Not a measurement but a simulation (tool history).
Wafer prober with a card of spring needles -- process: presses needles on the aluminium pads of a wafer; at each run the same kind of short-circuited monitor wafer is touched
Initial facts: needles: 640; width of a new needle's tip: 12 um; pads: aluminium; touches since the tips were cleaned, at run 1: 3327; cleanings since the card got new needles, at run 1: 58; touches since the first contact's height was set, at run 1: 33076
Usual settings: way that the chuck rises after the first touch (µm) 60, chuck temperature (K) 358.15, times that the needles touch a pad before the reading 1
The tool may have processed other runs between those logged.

run   hour  way that the chuck rises after the first touch (µm)  chuck temperature (K)  times that the needles touch a pad before the reading  touches since the tips were cleaned  cleanings since the card got new needles  touches since the first contact's height was set  resistance of one needle with its contact and lead (mohm)  way that a needle slides on the pad (µm)
  1      0                                                   60                 358.15                                                      1                                 3327                                        58                                             33076                                                        132                                     10.71
       2.6  -- tips cleaned on abrasive film
      14.4  -- tips cleaned on abrasive film
      26.6  -- tips cleaned on abrasive film
      38.4  -- tips cleaned on abrasive film
  2   43.2                                                   60                 358.15                                                      1                                 1927                                        62                                             50264                                                        134                                     10.67
      50.7  -- tips cleaned on abrasive film
      63.2  -- tips cleaned on abrasive film
      74.7  -- tips cleaned on abrasive film
  3   82.4                                                   60                 358.15                                                      1                                 3099                                        65                                             65903                                                        134                                     10.51
        85  -- tips cleaned on abrasive film
      96.8  -- tips cleaned on abrasive film
  4  102.6                                                   60                 358.15                                                      1                                 2294                                        67                                             73898                                                        134                                     10.68
     107.6  -- tips cleaned on abrasive film
     117.6  -- tips cleaned on abrasive film
  5  122.7                                                   60                 325.15                                                      1                                 2063                                        69                                             81912                                                        128                                     10.78
     127.8  -- tips cleaned on abrasive film
     139.5  -- tips cleaned on abrasive film
     150.3  -- tips cleaned on abrasive film
     162.6  -- tips cleaned on abrasive film
  6  163.2                                                   60                 358.15                                                      1                                  211                                        73                                             97990                                                        135                                     10.62
     174.8  -- tips cleaned on abrasive film
  7    182                                                   60                 358.15                                                      1                                 2903                                        74                                            105538                                                        134                                     10.68
     187.1  -- tips cleaned on abrasive film
       199  -- tips cleaned on abrasive film
     210.8  -- tips cleaned on abrasive film
       223  -- tips cleaned on abrasive film
  8  223.9                                                   60                 381.15                                                      1                                  369                                        78                                            122203                                                        134                                     10.57
     233.2  -- tips cleaned on abrasive film
     243.2  -- tips cleaned on abrasive film
  9  243.4                                                   46                 308.15                                                      3                                   59                                        80                                            129921                                                        131                                       8.1
     253.3  -- tips cleaned on abrasive film
       264  -- tips cleaned on abrasive film
 10  267.3                                                   60                 358.15                                                      1                                 1338                                        82                                            139446                                                        134                                     10.67
     274.8  -- tips cleaned on abrasive film
     284.8  -- tips cleaned on abrasive film
     296.5  -- tips cleaned on abrasive film
     308.9  -- tips cleaned on abrasive film
 11  308.9                                                   45                 358.15                                                      1                                    2                                        86                                            156011                                                        134                                      8.08
     321.3  -- tips cleaned on abrasive film
     332.9  -- tips cleaned on abrasive film
     344.4  -- tips cleaned on abrasive film
 12  349.5                                                   45                 358.15                                                      1                                 2069                                        89                                            172189                                                        135                                      7.85
     354.6  -- tips cleaned on abrasive film
     366.6  -- tips cleaned on abrasive film
 13  371.1                                                   41                 332.15                                                      2                                 1808                                        91                                            180779                                                        134                                      7.27

Entry by entry between the runs, the difference in hidden state between the last listed run before and the first listed run after:
Between runs 1 and 2: tips cleaned on abrasive film (hour 2.6); tips cleaned on abrasive film (hour 14.4); tips cleaned on abrasive film (hour 26.6); tips cleaned on abrasive film (hour 38.4)
  debris on the tips, nm: 1.3 -> 0.9; way that the needles fall short of the set height, um: 0.01 -> 0.02; tips' diameter, um: 12.03 -> 12.04
Between runs 2 and 3: tips cleaned on abrasive film (hour 50.7); tips cleaned on abrasive film (hour 63.2); tips cleaned on abrasive film (hour 74.7)
  debris on the tips, nm: 0.9 -> 1.2
Between runs 3 and 4: tips cleaned on abrasive film (hour 85); tips cleaned on abrasive film (hour 96.8)
  debris on the tips, nm: 1.2 -> 1.1; way that the needles fall short of the set height, um: 0.02 -> 0.03
Between runs 4 and 5: tips cleaned on abrasive film (hour 107.6); tips cleaned on abrasive film (hour 117.6)
  debris on the tips, nm: 1.1 -> 0.9
Between runs 5 and 6: tips cleaned on abrasive film (hour 127.8); tips cleaned on abrasive film (hour 139.5); tips cleaned on abrasive film (hour 150.3); tips cleaned on abrasive film (hour 162.6)
  debris on the tips, nm: 0.9 -> 0.2; way that the needles fall short of the set height, um: 0.03 -> 0.04
Between runs 6 and 7: tips cleaned on abrasive film (hour 174.8)
  debris on the tips, nm: 0.2 -> 1.2
Between runs 7 and 8: tips cleaned on abrasive film (hour 187.1); tips cleaned on abrasive film (hour 199); tips cleaned on abrasive film (hour 210.8); tips cleaned on abrasive film (hour 223)
  debris on the tips, nm: 1.2 -> 0.3; way that the needles fall short of the set height, um: 0.04 -> 0.05; tips' diameter, um: 12.04 -> 12.05
Between runs 8 and 9: tips cleaned on abrasive film (hour 233.2); tips cleaned on abrasive film (hour 243.2)
  debris on the tips, nm: 0.3 -> 0.2
Between runs 9 and 10: tips cleaned on abrasive film (hour 253.3); tips cleaned on abrasive film (hour 264)
  debris on the tips, nm: 0.2 -> 0.7
Between runs 10 and 11: tips cleaned on abrasive film (hour 274.8); tips cleaned on abrasive film (hour 284.8); tips cleaned on abrasive film (hour 296.5); tips cleaned on abrasive film (hour 308.9)
  debris on the tips, nm: 0.7 -> 0.2; way that the needles fall short of the set height, um: 0.05 -> 0.06
Between runs 11 and 12: tips cleaned on abrasive film (hour 321.3); tips cleaned on abrasive film (hour 332.9); tips cleaned on abrasive film (hour 344.4)
  debris on the tips, nm: 0.2 -> 1.1
Between runs 12 and 13: tips cleaned on abrasive film (hour 354.6); tips cleaned on abrasive film (hour 366.6)
  debris on the tips, nm: 1.1 -> 0.9; way that the needles fall short of the set height, um: 0.06 -> 0.07
